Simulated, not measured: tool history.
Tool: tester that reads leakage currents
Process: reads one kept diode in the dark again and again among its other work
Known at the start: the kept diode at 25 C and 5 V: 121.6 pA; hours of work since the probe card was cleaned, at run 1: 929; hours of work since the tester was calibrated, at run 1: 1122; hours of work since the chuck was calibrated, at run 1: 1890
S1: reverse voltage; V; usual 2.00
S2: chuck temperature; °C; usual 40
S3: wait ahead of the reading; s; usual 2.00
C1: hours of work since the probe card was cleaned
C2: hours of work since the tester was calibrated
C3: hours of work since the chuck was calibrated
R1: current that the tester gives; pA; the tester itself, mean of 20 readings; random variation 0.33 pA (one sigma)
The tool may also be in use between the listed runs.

| run | hour | S1 | S2 | S3 | C1 | C2 | C3 | R1 |
|---|---|---|---|---|---|---|---|---|
| 1 | 0.0 | 2.00 | 40 | 2.00 | 929 | 1122 | 1890 | 229.27 |
| 2 | 88.2 | 2.00 | 40 | 2.00 | 971 | 1164 | 1932 | 229.32 |
| 3 | 182.8 | 2.00 | 40 | 2.00 | 1016 | 1209 | 1977 | 228.90 |
| 4 | 265.3 | 2.00 | 40 | 2.00 | 1056 | 1248 | 2017 | 228.88 |
| 5 | 314.3 | 2.00 | 40 | 2.00 | 1079 | 1271 | 2040 | 228.73 |
| 6 | 393.8 | 2.00 | 40 | 0.73 | 1117 | 1309 | 2078 | 228.88 |
| 7 | 453.2 | 2.00 | 34 | 2.00 | 1145 | 1337 | 2106 | 144.09 |
| 8 | 535.2 | 2.00 | 23 | 2.00 | 1184 | 1376 | 2145 | 59.30 |
| 9 | 635.4 | 2.00 | 23 | 2.00 | 1232 | 1424 | 2193 | 59.66 |
| 10 | 689.3 | 2.00 | 23 | 2.00 | 1257 | 1450 | 2218 | 59.50 |
| 11 | 786.6 | 2.00 | 23 | 2.00 | 1304 | 1496 | 2265 | 59.54 |
| 12 | 830.8 | 2.00 | 23 | 2.00 | 1325 | 1517 | 2286 | 59.54 |
|  | 842.3 | chuck's temperature calibrated |
| 13 | 894.6 | 2.00 | 33 | 2.00 | 1354 | 1546 | 25 | 139.71 |
| 14 | 985.4 | 2.00 | 49 | 6.55 | 1397 | 1590 | 68 | 461.37 |
| 15 | 1066.9 | 1.45 | 49 | 9.75 | 1436 | 1628 | 107 | 382.70 |
| 16 | 1163.6 | 3.00 | 35 | 2.00 | 1482 | 1674 | 153 | 207.23 |
| 17 | 1235.8 | 3.00 | 35 | 0.97 | 1517 | 1709 | 187 | 206.90 |
| 18 | 1282.4 | 3.00 | 35 | 0.97 | 1539 | 1731 | 210 | 207.96 |
| 19 | 1338.5 | 3.00 | 35 | 0.97 | 1566 | 1758 | 236 | 206.99 |
| 20 | 1438.5 | 18.11 | 36 | 2.18 | 1613 | 1805 | 284 | 643.89 |
| 21 | 1497.7 | 7.73 | 21 | 9.02 | 1641 | 1833 | 312 | 118.98 |
| 22 | 1563.2 | 7.73 | 21 | 9.02 | 1672 | 1865 | 343 | 119.11 |
| 23 | 1663.6 | 7.73 | 21 | 9.02 | 1720 | 1912 | 391 | 118.99 |
| 24 | 1730.1 | 7.73 | 24 | 3.10 | 1752 | 1944 | 423 | 152.15 |
| 25 | 1770.7 | 7.73 | 24 | 3.10 | 1771 | 1963 | 442 | 152.21 |

3 ways to go on from here, each from the tool as it stands after run 25. What would each give?
| A | 1840.0 | 10.33 | 25 | 3.10 | 1804 | 1996 | 475 | ? |
| B | 1840.0 | 19.76 | 24 | 2.00 | 1804 | 1996 | 475 | ? |
| C | 1840.0 | 2.00 | 44 | 1.30 | 1804 | 1996 | 475 | ? |

| run | R1 |
|---|---|
| A | 195.94 |
| B | 268.21 |
| C | 319.46 |
Without the tool's hidden state the same runs would have given:
| run | R1 |
|---|---|
| A | 185.95 |
| B | 250.11 |
| C | 315.04 |
